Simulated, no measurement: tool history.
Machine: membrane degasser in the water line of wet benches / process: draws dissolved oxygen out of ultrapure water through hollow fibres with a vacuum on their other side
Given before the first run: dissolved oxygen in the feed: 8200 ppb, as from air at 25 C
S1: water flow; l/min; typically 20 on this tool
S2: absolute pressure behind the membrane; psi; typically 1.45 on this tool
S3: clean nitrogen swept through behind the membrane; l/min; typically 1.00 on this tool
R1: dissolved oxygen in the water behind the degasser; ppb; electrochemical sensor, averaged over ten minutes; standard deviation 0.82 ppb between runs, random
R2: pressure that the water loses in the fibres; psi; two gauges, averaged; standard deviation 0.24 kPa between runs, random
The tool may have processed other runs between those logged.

{"run": 1, "day": 0.0, "S1": 20, "S2": 1.45, "S3": 1.0, "R1": 301.5, "R2": 9.216}
{"run": 2, "day": 3.612, "S1": 20, "S2": 1.45, "S3": 1.0, "R1": 303.4, "R2": 9.233}
{"run": 3, "day": 8.938, "S1": 20, "S2": 2.64, "S3": 1.0, "R1": 633.9, "R2": 9.204}
{"run": 4, "day": 14.183, "S1": 20, "S2": 1.25, "S3": 1.0, "R1": 242.7, "R2": 9.268}
{"run": 5, "day": 19.758, "S1": 20, "S2": 1.45, "S3": 1.0, "R1": 301.8, "R2": 9.229}
{"run": 6, "day": 25.638, "S1": 20, "S2": 1.45, "S3": 1.0, "R1": 303.0, "R2": 9.195}
{"run": 7, "day": 32.467, "S1": 20, "S2": 1.45, "S3": 1.0, "R1": 303.3, "R2": 9.293}
{"run": 8, "day": 37.258, "S1": 20, "S2": 1.45, "S3": 1.0, "R1": 303.3, "R2": 9.235}
{"run": 9, "day": 43.75, "S1": 20, "S2": 1.45, "S3": 1.71, "R1": 190.1, "R2": 9.217}
{"run": 10, "day": 48.333, "S1": 20, "S2": 1.45, "S3": 1.09, "R1": 283.1, "R2": 9.258}
{"run": 11, "day": 52.038, "S1": 20, "S2": 1.45, "S3": 1.09, "R1": 283.3, "R2": 9.192}
{"run": 12, "day": 57.146, "S1": 20, "S2": 1.45, "S3": 1.09, "R1": 283.6, "R2": 9.233}
{"run": 13, "day": 60.904, "S1": 20, "S2": 1.45, "S3": 1.09, "R1": 285.3, "R2": 9.236}
{"run": 14, "day": 64.871, "S1": 20, "S2": 1.45, "S3": 1.09, "R1": 284.3, "R2": 9.3}
{"run": 15, "day": 71.542, "S1": 13, "S2": 1.45, "S3": 1.0, "R1": 209.4, "R2": 6.064}
{"run": 16, "day": 78.9, "S1": 13, "S2": 1.45, "S3": 1.0, "R1": 211.6, "R2": 5.99}
{"run": 17, "day": 86.104, "S1": 13, "S2": 1.45, "S3": 1.0, "R1": 211.5, "R2": 6.067}
{"run": 18, "day": 93.454, "S1": 14, "S2": 2.87, "S3": 2.97, "R1": 194.0, "R2": 6.498}
{"run": 19, "day": 98.675, "S1": 14, "S2": 2.87, "S3": 2.97, "R1": 189.5, "R2": 6.489}
{"run": 20, "day": 102.862, "S1": 20, "S2": 2.89, "S3": 0.83, "R1": 808.9, "R2": 9.32}
{"run": 21, "day": 108.512, "S1": 31, "S2": 0.99, "S3": 2.25, "R1": 131.1, "R2": 14.389}
{"run": 22, "day": 112.25, "S1": 32, "S2": 0.99, "S3": 2.25, "R1": 136.0, "R2": 14.816}
{"run": 23, "day": 120.171, "S1": 21, "S2": 2.29, "S3": 2.25, "R1": 274.6, "R2": 9.778}
{"run": 24, "day": 123.783, "S1": 31, "S2": 2.97, "S3": 0.71, "R1": 1313.9, "R2": 14.428}
{"run": 25, "day": 131.504, "S1": 30, "S2": 3.23, "S3": 0.67, "R1": 1445.5, "R2": 13.941}
{"run": 26, "day": 136.904, "S1": 30, "S2": 3.23, "S3": 0.67, "R1": 1448.3, "R2": 13.922}
{"run": 27, "day": 140.708, "S1": 30, "S2": 3.23, "S3": 0.67, "R1": 1450.5, "R2": 14.034}
{"run": 28, "day": 147.162, "S1": 20, "S2": 1.45, "S3": 1.09, "R1": 277.4, "R2": 9.322}
{"run": 29, "day": 153.158, "S1": 24, "S2": 1.1, "S3": 1.12, "R1": 213.4, "R2": 11.171}
{"run": 30, "day": 161.262, "S1": 13, "S2": 1.45, "S3": 1.0, "R1": 204.1, "R2": 6.034}
{"run": 31, "day": 168.65, "S1": 13, "S2": 1.99, "S3": 1.0, "R1": 309.4, "R2": 6.086}
{"run": 32, "day": 173.65, "S1": 13, "S2": 1.99, "S3": 1.0, "R1": 311.4, "R2": 6.016}
{"run": 33, "day": 178.371, "S1": 13, "S2": 1.99, "S3": 1.0, "R1": 310.6, "R2": 6.054}

Between the runs listed above, the log contained 3 entries, not reproduced here. Where in the sequence does each belong, and how does what the log doesn't record of the tool's condition differ from the listed run before to the listed run after?
Between runs 15 and 16: vacuum gauge calibrated (day 72.058)
  membrane still open, %: 98.3 -> 98.2; true pressure behind the membrane over the reading, kPa: 0.19 -> 0.25; air that leaks in behind the membrane, l/min: 0.0087 -> 0.0089
  measured less the result without the state, R1: +7.9 -> +9.5 ppb; R2: +0.103 -> +0.106 psi
Between runs 18 and 19: vacuum gauge calibrated, once more (day 98.204)
  true pressure behind the membrane over the reading, kPa: 0.27 -> -0.02; air that leaks in behind the membrane, l/min: 0.0094 -> 0.0096
  measured less the result without the state, R1: +5.9 -> +2.7 ppb; R2: +0.122 -> +0.125 psi
Between runs 20 and 21: seals of the vacuum lines changed (day 105.983)
  true pressure behind the membrane over the reading, kPa: -0.02 -> -0.01; air that leaks in behind the membrane, l/min: 0.0097 -> 0.0021
  measured less the result without the state, R1: +4.1 -> +1.8 ppb; R2: +0.181 -> +0.287 psi
